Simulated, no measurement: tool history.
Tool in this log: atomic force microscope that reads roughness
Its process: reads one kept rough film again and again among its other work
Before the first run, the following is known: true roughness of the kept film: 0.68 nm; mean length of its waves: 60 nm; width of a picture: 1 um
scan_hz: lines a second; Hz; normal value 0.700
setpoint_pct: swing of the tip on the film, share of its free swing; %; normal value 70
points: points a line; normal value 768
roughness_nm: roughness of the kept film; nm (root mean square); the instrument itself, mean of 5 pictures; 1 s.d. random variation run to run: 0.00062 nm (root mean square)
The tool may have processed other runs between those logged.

Run 1, hour 0.0: usual settings. Result: roughness_nm 0.6481 nm (root mean square).
Run 2, hour 29.5: usual settings. Result: roughness_nm 0.6571 nm (root mean square).
Run 3, hour 48.3: usual settings. Result: roughness_nm 0.6578 nm (root mean square).
Run 4, hour 69.7: usual settings. Result: roughness_nm 0.6564 nm (root mean square).
Run 5, hour 105.0: usual settings but setpoint_pct 63 %. Result: roughness_nm 0.6625 nm (root mean square).
Run 6, hour 120.4: usual settings but scan_hz 0.614 Hz, setpoint_pct 63 %. Result: roughness_nm 0.6654 nm (root mean square).
Run 7, hour 138.9: usual settings but scan_hz 0.614 Hz, setpoint_pct 63 %, points 452. Result: roughness_nm 0.6635 nm (root mean square).
Run 8, hour 156.9: usual settings but scan_hz 0.614 Hz, setpoint_pct 63 %, points 452. Result: roughness_nm 0.6615 nm (root mean square).
Run 9, hour 173.3: usual settings but scan_hz 0.614 Hz, setpoint_pct 63 %, points 452. Result: roughness_nm 0.6626 nm (root mean square).
Run 10, hour 199.8: usual settings but scan_hz 1.423 Hz. Result: roughness_nm 0.6344 nm (root mean square).
Run 11, hour 227.4: usual settings but scan_hz 1.423 Hz. Result: roughness_nm 0.6321 nm (root mean square).
Run 12, hour 259.5: usual settings but scan_hz 1.423 Hz. Result: roughness_nm 0.6314 nm (root mean square).
Run 13, hour 283.3: usual settings but scan_hz 1.423 Hz. Result: roughness_nm 0.6307 nm (root mean square).
Run 14, hour 318.7: usual settings but scan_hz 1.423 Hz. Result: roughness_nm 0.6312 nm (root mean square).
Run 15, hour 341.9: usual settings but scan_hz 1.423 Hz. Result: roughness_nm 0.6397 nm (root mean square).
Run 16, hour 366.7: usual settings but scan_hz 0.822 Hz, setpoint_pct 83 %, points 588. Result: roughness_nm 0.6330 nm (root mean square).
Run 17, hour 401.7: usual settings but scan_hz 0.839 Hz, setpoint_pct 55 %, points 447. Result: roughness_nm 0.6680 nm (root mean square).
Run 18, hour 420.9: usual settings but scan_hz 1.073 Hz, setpoint_pct 68 %, points 473. Result: roughness_nm 0.6499 nm (root mean square).
Run 19, hour 441.4: usual settings but scan_hz 1.073 Hz, setpoint_pct 68 %, points 473. Result: roughness_nm 0.6495 nm (root mean square).
Run 20, hour 474.7: usual settings but scan_hz 1.073 Hz, setpoint_pct 68 %, points 473. Result: roughness_nm 0.6417 nm (root mean square).
Run 21, hour 508.0: usual settings but setpoint_pct 78 %, points 273. Result: roughness_nm 0.6354 nm (root mean square).
Run 22, hour 537.4: usual settings but scan_hz 1.547 Hz, setpoint_pct 59 %, points 273. Result: roughness_nm 0.6433 nm (root mean square).
Run 23, hour 560.5: usual settings but scan_hz 0.943 Hz. Result: roughness_nm 0.6400 nm (root mean square).
Run 24, hour 586.2: usual settings but scan_hz 0.943 Hz. Result: roughness_nm 0.6384 nm (root mean square).
Run 25, hour 610.1: usual settings but scan_hz 0.810 Hz, setpoint_pct 58 %, points 476. Result: roughness_nm 0.6545 nm (root mean square).
Run 26, hour 627.1: usual settings but scan_hz 0.810 Hz, setpoint_pct 57 %, points 277. Result: roughness_nm 0.6528 nm (root mean square).
Run 27, hour 653.0: usual settings but scan_hz 0.706 Hz, setpoint_pct 78 %, points 941. Result: roughness_nm 0.6429 nm (root mean square).
Run 28, hour 674.9: usual settings but scan_hz 3.717 Hz, setpoint_pct 76 %, points 657. Result: roughness_nm 0.5466 nm (root mean square).
Run 29, hour 696.0: usual settings but scan_hz 1.061 Hz, setpoint_pct 63 %, points 599. Result: roughness_nm 0.6525 nm (root mean square).
Run 30, hour 722.5: usual settings but scan_hz 2.057 Hz, setpoint_pct 83 %, points 841. Result: roughness_nm 0.5682 nm (root mean square).

Not shown here: 5 entries made in the log between runs. Locate each between two listed runs and compare the hidden state at the listed run before it with the hidden state at the listed run after it:
In the gap between runs 1 and 2: new tip fitted (hour 29.5)
  radius of the tip, nm: 29.3 -> 10.6; height scale over the true one, %: 0.59 -> 0.6
  difference, measured minus the result without the unlogged condition, roughness_nm: -0.0054 -> +0.0036 nm (root mean square)
In the gap between runs 13 and 14: height scale calibrated on a step standard (hour 286.8)
  radius of the tip, nm: 26.7 -> 28.9; height scale over the true one, %: 0.71 -> 0.93
  difference, measured minus the result without the unlogged condition, roughness_nm: -0.0033 -> -0.0030 nm (root mean square)
In the gap between runs 14 and 15: new tip fitted (hour 338.1)
  radius of the tip, nm: 28.9 -> 10.9; height scale over the true one, %: 0.93 -> 0.94
  difference, measured minus the result without the unlogged condition, roughness_nm: -0.0030 -> +0.0055 nm (root mean square)
In the gap between runs 19 and 20: height scale calibrated on a step standard, once more (hour 453.2)
  radius of the tip, nm: 17.3 -> 19.2; height scale over the true one, %: 0.98 -> -0.07
  difference, measured minus the result without the unlogged condition, roughness_nm: +0.0029 -> -0.0049 nm (root mean square)
In the gap between runs 26 and 27: new tip fitted (hour 645.0)
  radius of the tip, nm: 28.7 -> 11.2; height scale over the true one, %: -0.01 -> 0
  difference, measured minus the result without the unlogged condition, roughness_nm: -0.0091 -> -0.0006 nm (root mean square)

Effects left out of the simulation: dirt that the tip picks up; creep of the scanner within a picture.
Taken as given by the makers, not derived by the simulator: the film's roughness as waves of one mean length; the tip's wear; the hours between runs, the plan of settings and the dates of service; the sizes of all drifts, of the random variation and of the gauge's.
